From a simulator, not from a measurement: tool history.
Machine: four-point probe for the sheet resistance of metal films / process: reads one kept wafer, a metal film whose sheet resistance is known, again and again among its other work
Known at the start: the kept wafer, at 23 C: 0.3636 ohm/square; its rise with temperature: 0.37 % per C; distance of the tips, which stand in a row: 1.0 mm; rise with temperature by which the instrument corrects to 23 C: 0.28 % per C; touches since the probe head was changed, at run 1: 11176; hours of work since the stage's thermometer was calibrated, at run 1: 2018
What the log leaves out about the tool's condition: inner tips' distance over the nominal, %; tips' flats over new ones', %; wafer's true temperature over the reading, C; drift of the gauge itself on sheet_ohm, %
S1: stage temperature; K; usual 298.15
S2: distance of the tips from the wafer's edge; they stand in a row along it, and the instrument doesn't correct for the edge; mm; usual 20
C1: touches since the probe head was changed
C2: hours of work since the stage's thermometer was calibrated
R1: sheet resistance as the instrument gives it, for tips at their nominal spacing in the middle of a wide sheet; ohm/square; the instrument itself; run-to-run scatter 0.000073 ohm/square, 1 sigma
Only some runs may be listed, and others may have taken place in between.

run,hour,S1,S2,C1,C2,R1
1,0.0,298.15,20,11176,2018,0.364397
2,61.8,298.15,20,12101,2057,0.364266
3,172.8,298.15,20,13765,2126,0.364407
4,219.7,298.15,20,14467,2156,0.364309
5,308.8,298.15,20,15802,2212,0.364295
6,375.3,298.15,41,16800,2253,0.363927
7,427.3,298.15,20,17578,2286,0.364366
8,530.6,298.15,20,19127,2351,0.364407
9,640.6,298.15,20,20774,2420,0.364240
10,731.0,298.15,20,22129,2477,0.364313
# hour 812.4: stage's thermometer calibrated
11,814.4,298.15,20,23371,1,0.363600
12,922.5,296.15,31,24990,69,0.362698
13,977.2,294.15,12,25811,104,0.363178
14,1027.6,297.15,16,26565,135,0.363557
15,1092.7,297.15,36,27540,176,0.363028
16,1148.8,297.15,36,28382,211,0.363102
17,1213.8,297.15,36,29355,252,0.362946
18,1280.9,297.15,10,30360,294,0.364882
19,1386.7,297.15,10,31946,361,0.364658

Across each entry between runs, compare the hidden state at the last listed run before it with the hidden state at the first listed run after it:
Logged between run 10 and run 11: stage's thermometer calibrated (hour 812.4)
  inner tips' distance over the nominal, %: -0.274 -> -0.278; tips' flats over new ones', %: 7 -> 8; wafer's true temperature over the reading, C: 0.43 -> 0.02
  measured minus no-state result, R1: -0.000498 -> -0.001066 ohm/square

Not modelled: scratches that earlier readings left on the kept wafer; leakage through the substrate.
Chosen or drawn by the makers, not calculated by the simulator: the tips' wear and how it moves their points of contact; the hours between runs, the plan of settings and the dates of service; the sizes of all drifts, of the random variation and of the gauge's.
